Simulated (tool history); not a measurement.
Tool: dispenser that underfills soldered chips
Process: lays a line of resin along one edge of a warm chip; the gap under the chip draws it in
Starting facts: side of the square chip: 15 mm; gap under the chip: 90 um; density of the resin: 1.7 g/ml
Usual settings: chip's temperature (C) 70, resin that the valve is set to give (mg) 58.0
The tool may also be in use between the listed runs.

run,hour,chip's temperature (C),resin that the valve is set to give (mg),time until the resin shows at the far edge (s),resin that the valve gave (mg)
1,0.0,70,58.0,199.0,53.78
2,7.4,70,58.0,311.5,53.95
# hour 13.6: new syringe of resin
3,16.9,70,58.0,210.3,53.43
4,23.3,70,58.0,312.3,52.69
# hour 29.3: new syringe of resin
5,30.8,77,58.0,134.2,52.95
6,36.5,80,52.0,169.7,47.51
7,43.3,76,65.2,294.6,58.86
# hour 45.7: new syringe of resin
8,50.8,75,62.0,187.6,55.45
# hour 55.4: stage's temperature calibrated
9,56.2,75,62.0,218.0,55.72
# hour 62.6: new syringe of resin
10,65.7,75,62.0,150.9,55.35

Predict each of these 5 candidate next runs independently; none follows another, all start after run 10:
A,73.2,62,58.0,?,?
B,73.2,63,61.5,?,?
C,73.2,80,62.8,?,?
D,73.2,60,62.7,?,?
E,73.2,83,50.3,?,?

run,time until the resin shows at the far edge (s),resin that the valve gave (mg)
A,435.7,51.30
B,413.3,54.56
C,185.2,55.44
D,473.6,55.39
E,169.7,44.77
What these runs would have given with no unlogged condition in the tool:
run,time until the resin shows at the far edge (s),resin that the valve gave (mg)
A,228.4,57.77
B,217.6,61.45
C,97.3,62.44
D,249.2,62.39
E,87.8,50.43

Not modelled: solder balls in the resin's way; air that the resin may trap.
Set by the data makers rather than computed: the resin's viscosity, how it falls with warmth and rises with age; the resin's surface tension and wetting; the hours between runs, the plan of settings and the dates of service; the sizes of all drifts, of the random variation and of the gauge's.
